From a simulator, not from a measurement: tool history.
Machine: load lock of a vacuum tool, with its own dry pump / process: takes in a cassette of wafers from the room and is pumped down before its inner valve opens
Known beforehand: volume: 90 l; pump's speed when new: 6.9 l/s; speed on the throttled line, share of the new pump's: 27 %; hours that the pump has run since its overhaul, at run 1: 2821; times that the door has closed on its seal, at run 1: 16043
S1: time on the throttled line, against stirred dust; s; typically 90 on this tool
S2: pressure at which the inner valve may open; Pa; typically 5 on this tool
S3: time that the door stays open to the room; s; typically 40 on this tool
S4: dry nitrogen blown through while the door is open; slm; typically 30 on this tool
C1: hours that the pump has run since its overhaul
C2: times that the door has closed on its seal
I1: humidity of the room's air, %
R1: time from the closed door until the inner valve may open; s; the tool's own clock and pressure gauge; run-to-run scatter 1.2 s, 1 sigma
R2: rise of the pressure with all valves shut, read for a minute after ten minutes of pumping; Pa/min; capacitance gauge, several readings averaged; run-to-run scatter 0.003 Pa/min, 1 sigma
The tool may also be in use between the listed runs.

| run | hour | S1 | S2 | S3 | S4 | C1 | C2 | I1 | R1 | R2 |
|---|---|---|---|---|---|---|---|---|---|---|
| 1 | 0.0 | 90 | 5 | 40 | 30 | 2821 | 16043 | 43.2 | 197.8 | 0.072 |
| 2 | 47.8 | 90 | 5 | 40 | 14 | 2869 | 16275 | 46.3 | 199.5 | 0.078 |
| 3 | 106.9 | 90 | 5 | 40 | 14 | 2928 | 16563 | 46.5 | 196.8 | 0.080 |
| 4 | 194.2 | 90 | 5 | 40 | 14 | 3015 | 16988 | 44.5 | 197.5 | 0.080 |
| 5 | 245.1 | 90 | 5 | 40 | 32 | 3066 | 17236 | 46.1 | 198.5 | 0.070 |
| 6 | 323.4 | 160 | 5 | 40 | 30 | 3145 | 17617 | 43.3 | 249.2 | 0.077 |
| 7 | 413.1 | 90 | 5 | 40 | 8 | 3234 | 18054 | 45.5 | 197.6 | 0.094 |
| 8 | 463.7 | 74 | 5 | 40 | 30 | 3285 | 18300 | 42.2 | 187.4 | 0.073 |
| 9 | 546.3 | 96 | 5 | 115 | 8 | 3368 | 18702 | 45.9 | 206.3 | 0.134 |
| 10 | 635.9 | 105 | 5 | 68 | 8 | 3457 | 19139 | 45.4 | 209.7 | 0.110 |

Predict each of these 3 candidate next runs independently; none follows another, all start after run 10:
| A | 703.5 | 82 | 5 | 68 | 8 | 3525 | 19468 | 43.1 | ? | ? |
| B | 703.5 | 82 | 5 | 40 | 30 | 3525 | 19468 | 42.7 | ? | ? |
| C | 703.5 | 90 | 4 | 40 | 4 | 3525 | 19468 | 46.5 | ? | ? |

| run | R1 | R2 |
|---|---|---|
| A | 194.5 | 0.108 |
| B | 192.5 | 0.084 |
| C | 201.6 | 0.103 |
The same runs, with their run-to-run variation unchanged, on a tool lacking any hidden condition would have given:
| run | R1 | R2 |
|---|---|---|
| A | 191.0 | 0.039 |
| B | 189.1 | 0.016 |
| C | 198.4 | 0.035 |
